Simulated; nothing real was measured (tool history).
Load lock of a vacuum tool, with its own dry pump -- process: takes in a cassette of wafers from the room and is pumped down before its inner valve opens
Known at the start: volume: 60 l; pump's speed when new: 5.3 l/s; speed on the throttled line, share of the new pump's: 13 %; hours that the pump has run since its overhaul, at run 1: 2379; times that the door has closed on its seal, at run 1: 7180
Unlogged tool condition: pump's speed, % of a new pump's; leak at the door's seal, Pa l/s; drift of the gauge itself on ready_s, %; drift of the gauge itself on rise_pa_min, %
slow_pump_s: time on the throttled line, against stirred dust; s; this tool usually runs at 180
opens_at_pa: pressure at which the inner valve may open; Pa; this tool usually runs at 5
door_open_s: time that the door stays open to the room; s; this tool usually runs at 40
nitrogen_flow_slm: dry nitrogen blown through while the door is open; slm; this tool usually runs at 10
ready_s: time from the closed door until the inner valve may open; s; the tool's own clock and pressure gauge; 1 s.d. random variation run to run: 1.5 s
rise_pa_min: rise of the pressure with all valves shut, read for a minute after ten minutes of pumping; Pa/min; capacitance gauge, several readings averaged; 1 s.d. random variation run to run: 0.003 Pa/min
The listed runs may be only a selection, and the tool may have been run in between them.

run	hour	slow_pump_s	opens_at_pa	door_open_s	nitrogen_flow_slm	hours that the pump has run since its overhaul	times that the door has closed on its seal	incoming humidity of the room's air, %	ready_s	rise_pa_min
1	0.0	180	5	40	10	2379	7180	46.5	268.8	0.022
2	48.0	180	5	40	10	2427	7358	43.7	266.5	0.024
3	120.4	180	5	236	10	2499	7627	44.7	268.9	0.069
4	201.1	180	5	40	10	2580	7926	44.5	267.3	0.030
5	264.4	180	5	40	10	2643	8161	44.6	268.9	0.026
6	324.1	180	5	40	10	2703	8383	44.3	268.0	0.025
7	388.4	180	5	40	10	2767	8621	45.6	268.3	0.026
8	480.3	180	5	149	10	2859	8962	44.0	269.2	0.053
9	576.7	180	5	149	10	2956	9319	46.8	267.6	0.060
10	630.2	180	5	149	10	3009	9518	47.6	268.7	0.056
11	726.1	180	5	149	10	3105	9873	46.0	266.1	0.058
12	786.1	180	5	149	10	3165	10096	49.8	265.4	0.061
13	896.5	180	5	40	10	3275	10505	46.4	269.7	0.032
14	968.4	180	5	40	10	3347	10772	45.6	267.5	0.028
15	1053.0	180	5	40	10	3432	11086	46.6	268.1	0.032
16	1128.4	180	5	40	10	3507	11365	47.1	269.0	0.027
17	1196.5	180	5	40	10	3575	11618	47.0	268.5	0.032
18	1305.0	180	5	40	10	3684	12020	45.5	268.3	0.033
19	1371.7	180	5	37	9	3751	12267	48.3	269.7	0.021
20	1417.7	180	8	40	9	3797	12438	45.8	262.6	0.026
21	1463.6	180	8	40	9	3842	12608	43.6	261.4	0.029
22	1526.8	180	8	40	9	3906	12843	45.5	264.6	0.026
23	1631.6	180	8	207	10	4010	13231	41.6	262.9	0.065
24	1702.9	346	6	110	15	4082	13496	47.9	411.7	0.047
25	1807.9	346	6	110	15	4187	13885	45.0	414.3	0.036
26	1875.1	346	6	110	15	4254	14134	41.5	409.3	0.034
27	1968.1	220	4	36	23	4347	14479	41.0	304.6	0.016
28	2014.3	99	6	72	28	4393	14651	45.5	195.2	0.027
29	2119.4	248	5	110	10	4498	15040	42.4	327.7	0.047
30	2209.8	289	6	146	10	4589	15376	46.2	359.1	0.059
31	2303.6	140	5	40	32	4682	15724	44.7	233.3	0.018
32	2383.6	140	5	40	32	4762	16020	49.6	232.9	0.014
33	2478.1	336	7	40	10	4857	16371	46.1	401.7	0.033
34	2539.5	360	8	238	10	4918	16598	45.7	415.9	0.071
35	2613.4	360	8	238	10	4992	16873	44.7	417.1	0.075
36	2718.5	159	5	28	32	5097	17262	43.6	249.4	0.014

3 ways to go on from here, each from the tool as it stands after run 36. What would each give?
A	2790.5	180	5	67	10	5169	17529	45.7	?	?
B	2790.5	159	5	28	7	5169	17529	46.1	?	?
C	2790.5	159	7	28	7	5169	17529	44.5	?	?

run	ready_s	rise_pa_min
A	268.4	0.034
B	251.8	0.026
C	249.4	0.031
Without the tool's unlogged condition, the same runs would have read:
run	ready_s	rise_pa_min
A	268.4	0.033
B	251.8	0.025
C	249.4	0.030
